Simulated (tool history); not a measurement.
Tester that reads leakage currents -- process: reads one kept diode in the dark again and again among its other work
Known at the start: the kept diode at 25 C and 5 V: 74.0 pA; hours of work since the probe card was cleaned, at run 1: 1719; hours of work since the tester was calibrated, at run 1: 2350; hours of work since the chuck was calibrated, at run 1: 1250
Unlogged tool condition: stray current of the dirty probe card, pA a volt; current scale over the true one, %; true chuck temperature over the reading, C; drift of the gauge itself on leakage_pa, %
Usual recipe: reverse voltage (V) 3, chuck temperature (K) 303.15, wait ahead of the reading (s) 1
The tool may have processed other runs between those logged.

| run | hour | reverse voltage (V) | chuck temperature (K) | wait ahead of the reading (s) | hours of work since the probe card was cleaned | hours of work since the tester was calibrated | hours of work since the chuck was calibrated | current that the tester gives (pA) |
|---|---|---|---|---|---|---|---|---|
| 1 | 0 | 3 | 303.15 | 1 | 1719 | 2350 | 1250 | 115.93 |
| 2 | 112.1 | 3 | 303.15 | 1 | 1802 | 2434 | 1333 | 117.92 |
|  | 210.6 | chuck's temperature calibrated |
| 3 | 212 | 3 | 303.15 | 1 | 1875 | 2507 | 1 | 102.9 |
| 4 | 327.1 | 3 | 303.15 | 1 | 1961 | 2593 | 87 | 103.83 |
| 5 | 412.6 | 3 | 303.15 | 1 | 2025 | 2656 | 151 | 105.17 |
| 6 | 540.5 | 3 | 303.15 | 1 | 2120 | 2752 | 246 | 106.91 |
|  | 551.3 | tester calibrated |
| 7 | 662.4 | 3 | 303.15 | 0.75 | 2210 | 83 | 335 | 109.19 |
| 8 | 757.5 | 3 | 303.15 | 0.75 | 2281 | 154 | 406 | 110.68 |
| 9 | 874.9 | 1.6 | 307.15 | 6.96 | 2368 | 241 | 494 | 121.84 |
| 10 | 993.4 | 1.5 | 329.15 | 6.5 | 2456 | 330 | 582 | 671.77 |
| 11 | 1064.3 | 3 | 312.15 | 0.42 | 2509 | 382 | 635 | 237.91 |
| 12 | 1191.1 | 4.97 | 317.15 | 0.57 | 2604 | 477 | 729 | 435.78 |
|  | 1236.4 | tester calibrated, once more |
| 13 | 1275.4 | 4.97 | 317.15 | 0.57 | 2665 | 29 | 791 | 417.75 |
| 14 | 1336.8 | 4.97 | 317.15 | 0.57 | 2711 | 75 | 837 | 420.66 |

Forecast each of these 3 alternatives for the next run:
| A | 1437.7 | 4.97 | 308.15 | 0.57 | 2786 | 150 | 912 | ? |
| B | 1437.7 | 3 | 298.15 | 1 | 2786 | 150 | 912 | ? |
| C | 1437.7 | 3 | 317.15 | 1 | 2786 | 150 | 912 | ? |

| run | current that the tester gives (pA) |
|---|---|
| A | 208.34 |
| B | 75.69 |
| C | 352.35 |
What these runs would have given with no unlogged condition in the tool:
| run | current that the tester gives (pA) |
|---|---|
| A | 176.86 |
| B | 61.87 |
| C | 309.38 |
